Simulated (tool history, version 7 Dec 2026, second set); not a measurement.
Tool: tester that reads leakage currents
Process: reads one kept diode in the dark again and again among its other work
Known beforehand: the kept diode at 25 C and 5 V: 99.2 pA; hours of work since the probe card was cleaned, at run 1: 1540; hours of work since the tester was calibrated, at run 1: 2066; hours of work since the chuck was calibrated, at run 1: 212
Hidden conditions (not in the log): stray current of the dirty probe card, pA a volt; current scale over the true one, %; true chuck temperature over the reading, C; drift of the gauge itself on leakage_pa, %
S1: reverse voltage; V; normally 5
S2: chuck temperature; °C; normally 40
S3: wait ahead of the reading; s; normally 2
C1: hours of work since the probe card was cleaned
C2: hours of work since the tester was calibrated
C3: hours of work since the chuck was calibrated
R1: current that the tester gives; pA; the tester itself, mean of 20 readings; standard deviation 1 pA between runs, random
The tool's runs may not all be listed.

run,day,S1,S2,S3,C1,C2,C3,R1
1,0,5,40,2,1540,2066,212,333.21
2,6.729,5,40,2,1612,2138,284,331.7
# day 10.858: tester calibrated
3,11.338,5,40,2,1660,5,332,320.36
4,16.346,5,40,2,1714,59,386,318.93
5,21.408,4.79,40,2,1768,113,440,311.28
6,24.533,4.79,40,2,1801,146,473,309.64
7,29.812,5,56,2,1858,202,530,1024.43
8,33.65,5,56,2,1899,243,571,1012.87
9,37.571,5,56,2,1941,285,613,1008.4
10,43.679,5,56,2,2006,350,678,1001.53
11,47.329,5,28,2,2045,389,717,117.24
12,51.483,5,28,2,2089,434,761,115.97
13,55.329,5,28,2,2130,475,802,115.21
14,59.05,5,40,2,2170,515,842,296.35
15,66.171,5,40,2,2246,591,918,293.99
# day 70.9: chuck's temperature calibrated
16,71.833,10.75,36,0.88,2305,650,10,269.03
17,75.521,5,36,6.4,2345,690,49,195.46
18,79.933,1.51,36,6.4,2392,737,96,121.76
19,83.446,11.64,55,5.76,2429,774,134,1120.04
20,89.496,3.33,34,1.79,2494,839,199,137.62
21,96.125,3.43,60,2,2565,910,269,986.32
22,100.454,1.12,33,2,2611,956,316,82.07
23,106.179,1.12,33,2,2672,1017,377,80.45
# day 111.408: chuck's temperature calibrated, once more
# day 111.533: probe card cleaned and baked
24,113.221,3.96,31,4.46,18,1090,18,150.69
25,118.054,10.07,40,0.52,70,1141,70,438.99
26,122.1,7.08,40,2,113,1185,113,380.4
27,127.004,3.37,28,1.38,165,1237,165,107.69
28,133.017,5.21,21,3.32,229,1301,229,68.92
29,138.717,1.9,40,2,290,1362,290,226
30,145.462,1.86,40,2.96,362,1434,362,221.65

Consider 4 possible next runs. They are alternatives, not a sequence: every one starts from the tool as it was left by run 30. What does each give?
A,150.533,5,24,0.91,416,1488,416,?
B,150.533,3.69,25,0.6,416,1488,416,?
C,150.533,1.86,50,3.44,416,1488,416,?
D,150.533,1.09,40,2.96,416,1488,416,?

run,R1
A,85.66
B,83.34
C,470.09
D,179.03
Had the tool no hidden state, the same runs would have come out as:
run,R1
A,91.29
B,89.1
C,501.57
D,191.87

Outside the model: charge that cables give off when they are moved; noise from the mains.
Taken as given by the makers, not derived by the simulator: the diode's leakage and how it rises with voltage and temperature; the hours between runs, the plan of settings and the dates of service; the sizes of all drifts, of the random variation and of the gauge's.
